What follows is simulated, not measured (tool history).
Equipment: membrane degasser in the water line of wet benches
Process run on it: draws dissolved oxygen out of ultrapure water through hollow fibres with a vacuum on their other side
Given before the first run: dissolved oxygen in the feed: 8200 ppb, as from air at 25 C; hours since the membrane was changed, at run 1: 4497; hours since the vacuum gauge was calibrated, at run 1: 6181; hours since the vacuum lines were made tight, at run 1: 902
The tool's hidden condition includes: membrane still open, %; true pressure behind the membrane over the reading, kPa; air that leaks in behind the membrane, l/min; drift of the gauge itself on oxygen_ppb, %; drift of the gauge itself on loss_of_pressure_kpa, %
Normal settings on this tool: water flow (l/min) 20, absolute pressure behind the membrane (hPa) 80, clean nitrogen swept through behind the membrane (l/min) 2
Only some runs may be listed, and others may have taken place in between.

| run | hour | water flow (l/min) | absolute pressure behind the membrane (hPa) | clean nitrogen swept through behind the membrane (l/min) | hours since the membrane was changed | hours since the vacuum gauge was calibrated | hours since the vacuum lines were made tight | dissolved oxygen in the water behind the degasser (ppb) | pressure that the water loses in the fibres (hPa) |
|---|---|---|---|---|---|---|---|---|---|
| 1 | 0 | 20 | 80 | 2 | 4497 | 6181 | 902 | 404.4 | 512 |
| 2 | 174.7 | 20 | 80 | 2 | 4672 | 6356 | 1077 | 408.2 | 514.6 |
| 3 | 373.7 | 20 | 80 | 3.78 | 4871 | 6555 | 1276 | 358 | 515 |
| 4 | 558.9 | 20 | 80 | 3.78 | 5056 | 6740 | 1461 | 352 | 508.7 |
|  | 746 | vacuum gauge calibrated |
| 5 | 775.2 | 20 | 80 | 2 | 5272 | 29 | 1677 | 400.7 | 512.5 |
| 6 | 914.2 | 26 | 80 | 2 | 5411 | 168 | 1816 | 551.7 | 669.3 |
| 7 | 1114.5 | 26 | 80 | 2 | 5611 | 369 | 2016 | 558.7 | 665.5 |
| 8 | 1321.1 | 26 | 80 | 2 | 5818 | 575 | 2223 | 565.3 | 667.6 |
| 9 | 1592.3 | 26 | 80 | 2 | 6089 | 846 | 2494 | 553.2 | 661.3 |
| 10 | 1853.1 | 20 | 80 | 2 | 6350 | 1107 | 2755 | 401.9 | 513.9 |
| 11 | 2057.9 | 12 | 80 | 2 | 6555 | 1312 | 2960 | 193.1 | 305 |
|  | 2139.4 | seals of the vacuum lines changed |
| 12 | 2348.1 | 12 | 80 | 2 | 6843 | 1600 | 209 | 196.4 | 308 |
| 13 | 2520.8 | 12 | 80 | 2 | 7016 | 1773 | 381 | 195 | 306 |
| 14 | 2757.2 | 20 | 80 | 2 | 7252 | 2009 | 618 | 399.2 | 512.6 |
| 15 | 2894.3 | 20 | 80 | 2 | 7389 | 2146 | 755 | 403.4 | 510.1 |
| 16 | 3227.6 | 20 | 80 | 3.58 | 7723 | 2480 | 1088 | 356.2 | 517.2 |
| 17 | 3533.3 | 13 | 89.3 | 2.07 | 8028 | 2785 | 1394 | 232 | 336.8 |
| 18 | 3795.9 | 20 | 142 | 2 | 8291 | 3048 | 1656 | 535.5 | 511.4 |
|  | 4097.7 | membrane cartridge changed |
| 19 | 4097.8 | 19 | 74.4 | 2 | 0 | 3346 | 1954 | 364.2 | 486.4 |
| 20 | 4285.5 | 19 | 74.4 | 2 | 188 | 3534 | 2142 | 362.8 | 487.2 |
| 21 | 4471 | 12 | 58.7 | 5.38 | 373 | 3719 | 2328 | 145.6 | 308.5 |
| 22 | 4771.8 | 14 | 176.4 | 1.42 | 674 | 4020 | 2628 | 476.8 | 357.2 |
| 23 | 5075.5 | 14 | 176.4 | 1.42 | 978 | 4324 | 2932 | 484.2 | 356.4 |
|  | 5175.7 | seals of the vacuum lines changed |
| 24 | 5353.1 | 14 | 176.4 | 1.42 | 1253 | 4599 | 177 | 484.7 | 359.9 |
| 25 | 5534.8 | 18 | 176.4 | 2.08 | 1435 | 4781 | 359 | 526.1 | 462.4 |
| 26 | 5782 | 13 | 148.2 | 2 | 1682 | 5028 | 606 | 321.4 | 335.7 |
| 27 | 6092 | 20 | 69 | 1.77 | 1992 | 5338 | 916 | 380 | 510 |
| 28 | 6427.6 | 20 | 59.8 | 2 | 2328 | 5674 | 1252 | 354.3 | 515.8 |
| 29 | 6751.3 | 20 | 59.8 | 2 | 2652 | 5997 | 1576 | 354.1 | 513.9 |
| 30 | 6982.6 | 30 | 75.3 | 5.49 | 2883 | 6229 | 1807 | 558.8 | 770 |
| 31 | 7264.6 | 15 | 75.3 | 2.9 | 3165 | 6511 | 2089 | 247.9 | 383.3 |

Forecast each of these 4 alternatives for the next run:
| A | 7557.8 | 24 | 168.7 | 4.79 | 3458 | 6804 | 2382 | ? | ? |
| B | 7557.8 | 12 | 75.3 | 1.18 | 3458 | 6804 | 2382 | ? | ? |
| C | 7557.8 | 23 | 163 | 2.45 | 3458 | 6804 | 2382 | ? | ? |
| D | 7557.8 | 25 | 80 | 1.91 | 3458 | 6804 | 2382 | ? | ? |

| run | dissolved oxygen in the water behind the degasser (ppb) | pressure that the water loses in the fibres (hPa) |
|---|---|---|
| A | 554.4 | 614.8 |
| B | 228.1 | 311.8 |
| C | 612.2 | 586.5 |
| D | 537.9 | 638.3 |
Take away the tool's hidden state, keep each run's random variation, and the runs would have read:
| run | dissolved oxygen in the water behind the degasser (ppb) | pressure that the water loses in the fibres (hPa) |
|---|---|---|
| A | 553.8 | 614.5 |
| B | 227.8 | 311.7 |
| C | 611.6 | 586.3 |
| D | 537.2 | 638 |
